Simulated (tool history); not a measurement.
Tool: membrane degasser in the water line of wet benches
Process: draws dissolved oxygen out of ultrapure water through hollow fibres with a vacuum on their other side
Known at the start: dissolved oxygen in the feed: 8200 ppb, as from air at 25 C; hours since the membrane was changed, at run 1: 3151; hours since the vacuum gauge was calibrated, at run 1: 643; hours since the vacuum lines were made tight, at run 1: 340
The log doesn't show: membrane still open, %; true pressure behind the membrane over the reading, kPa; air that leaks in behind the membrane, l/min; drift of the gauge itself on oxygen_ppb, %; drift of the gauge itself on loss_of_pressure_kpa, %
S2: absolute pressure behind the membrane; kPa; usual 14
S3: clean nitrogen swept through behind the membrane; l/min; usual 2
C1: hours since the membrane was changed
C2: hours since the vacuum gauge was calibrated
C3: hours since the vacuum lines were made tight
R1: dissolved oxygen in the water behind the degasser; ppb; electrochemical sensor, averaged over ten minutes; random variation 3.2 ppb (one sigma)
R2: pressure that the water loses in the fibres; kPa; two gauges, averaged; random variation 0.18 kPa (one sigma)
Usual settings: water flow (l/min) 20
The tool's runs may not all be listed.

{"run": 1, "hour": 0.0, "water flow (l/min)": 20, "S2": 14, "S3": 2, "C1": 3151, "C2": 643, "C3": 340, "R1": 311.8, "R2": 32.24}
{"run": 2, "hour": 143.3, "water flow (l/min)": 20, "S2": 14, "S3": 2, "C1": 3294, "C2": 786, "C3": 484, "R1": 320.4, "R2": 32.23}
{"run": 3, "hour": 250.9, "water flow (l/min)": 28, "S2": 14, "S3": 2, "C1": 3401, "C2": 894, "C3": 591, "R1": 500.2, "R2": 44.91}
{"run": 4, "hour": 351.6, "water flow (l/min)": 17, "S2": 14, "S3": 2, "C1": 3502, "C2": 994, "C3": 692, "R1": 259.1, "R2": 27.53}
{"run": 5, "hour": 428.5, "water flow (l/min)": 20, "S2": 14, "S3": 3.28, "C1": 3579, "C2": 1071, "C3": 769, "R1": 225.9, "R2": 31.55}
{"run": 6, "hour": 496.1, "water flow (l/min)": 20, "S2": 14, "S3": 3.28, "C1": 3647, "C2": 1139, "C3": 836, "R1": 224.1, "R2": 32.02}
{"run": 7, "hour": 636.0, "water flow (l/min)": 20, "S2": 14, "S3": 3.28, "C1": 3787, "C2": 1279, "C3": 976, "R1": 226.3, "R2": 32.15}
{"run": 8, "hour": 763.3, "water flow (l/min)": 20, "S2": 14, "S3": 3.28, "C1": 3914, "C2": 1406, "C3": 1104, "R1": 225.9, "R2": 31.9}
{"run": 9, "hour": 847.3, "water flow (l/min)": 20, "S2": 14, "S3": 3.28, "C1": 3998, "C2": 1490, "C3": 1188, "R1": 223.8, "R2": 31.93}
{"run": 10, "hour": 931.8, "water flow (l/min)": 16, "S2": 14, "S3": 3.28, "C1": 4082, "C2": 1574, "C3": 1272, "R1": 159.6, "R2": 25.82}
{"run": 11, "hour": 1040.4, "water flow (l/min)": 20, "S2": 14, "S3": 2, "C1": 4191, "C2": 1683, "C3": 1381, "R1": 314, "R2": 32.35}
{"run": 12, "hour": 1142.4, "water flow (l/min)": 20, "S2": 14, "S3": 2, "C1": 4293, "C2": 1785, "C3": 1483, "R1": 317.5, "R2": 31.94}
{"run": 13, "hour": 1269.9, "water flow (l/min)": 20, "S2": 23.3, "S3": 2, "C1": 4420, "C2": 1913, "C3": 1610, "R1": 513.5, "R2": 31.89}
{"run": 14, "hour": 1433.6, "water flow (l/min)": 20, "S2": 23.3, "S3": 2.07, "C1": 4584, "C2": 2076, "C3": 1774, "R1": 485.6, "R2": 31.95}
{"run": 15, "hour": 1554.5, "water flow (l/min)": 16, "S2": 27.9, "S3": 1.27, "C1": 4705, "C2": 2197, "C3": 1895, "R1": 691, "R2": 25.48}
{"run": 16, "hour": 1713.2, "water flow (l/min)": 15, "S2": 27.9, "S3": 1.27, "C1": 4864, "C2": 2356, "C3": 2053, "R1": 665.5, "R2": 24.04}
{"run": 17, "hour": 1855.7, "water flow (l/min)": 24, "S2": 27.9, "S3": 1.61, "C1": 5006, "C2": 2498, "C3": 2196, "R1": 868.5, "R2": 38.6}
{"run": 18, "hour": 1993.3, "water flow (l/min)": 27, "S2": 32.9, "S3": 1.37, "C1": 5144, "C2": 2636, "C3": 2334, "R1": 1283, "R2": 43.18}
{"run": 19, "hour": 2118.0, "water flow (l/min)": 13, "S2": 23.2, "S3": 1.76, "C1": 5269, "C2": 2761, "C3": 2458, "R1": 352.2, "R2": 20.9}
{"run": 20, "hour": 2249.4, "water flow (l/min)": 12, "S2": 14, "S3": 1.94, "C1": 5400, "C2": 2892, "C3": 2590, "R1": 171.5, "R2": 18.92}
{"run": 21, "hour": 2336.0, "water flow (l/min)": 21, "S2": 29.4, "S3": 1.14, "C1": 5487, "C2": 2979, "C3": 2676, "R1": 1044.1, "R2": 33.71}
{"run": 22, "hour": 2417.6, "water flow (l/min)": 17, "S2": 11.8, "S3": 2, "C1": 5568, "C2": 3060, "C3": 2758, "R1": 211.5, "R2": 27.18}
{"run": 23, "hour": 2570.8, "water flow (l/min)": 17, "S2": 11.8, "S3": 2, "C1": 5721, "C2": 3213, "C3": 2911, "R1": 212.6, "R2": 27.2}
{"run": 24, "hour": 2726.8, "water flow (l/min)": 17, "S2": 11.8, "S3": 2, "C1": 5877, "C2": 3369, "C3": 3067, "R1": 215.4, "R2": 27.19}
{"run": 25, "hour": 2885.1, "water flow (l/min)": 20, "S2": 22.1, "S3": 2, "C1": 6036, "C2": 3528, "C3": 3225, "R1": 489.1, "R2": 32.21}

3 ways to go on from here, each from the tool as it stands after run 25. What would each give?
{"run": "A", "hour": 2982.2, "water flow (l/min)": 30, "S2": 22.1, "S3": 2, "C1": 6133, "C2": 3625, "C3": 3322, "R1": "?", "R2": "?"}
{"run": "B", "hour": 2982.2, "water flow (l/min)": 14, "S2": 22.1, "S3": 0.86, "C1": 6133, "C2": 3625, "C3": 3322, "R1": "?", "R2": "?"}
{"run": "C", "hour": 2982.2, "water flow (l/min)": 27, "S2": 15.9, "S3": 1.34, "C1": 6133, "C2": 3625, "C3": 3322, "R1": "?", "R2": "?"}

run=A R1=798.2 R2=48.28
run=B R1=666.6 R2=22.04
run=C R1=682.9 R2=43.27
Without the tool's hidden state the same runs would have given:
run=A R1=796.3 R2=48.18
run=B R1=665.5 R2=22
run=C R1=681.2 R2=43.18
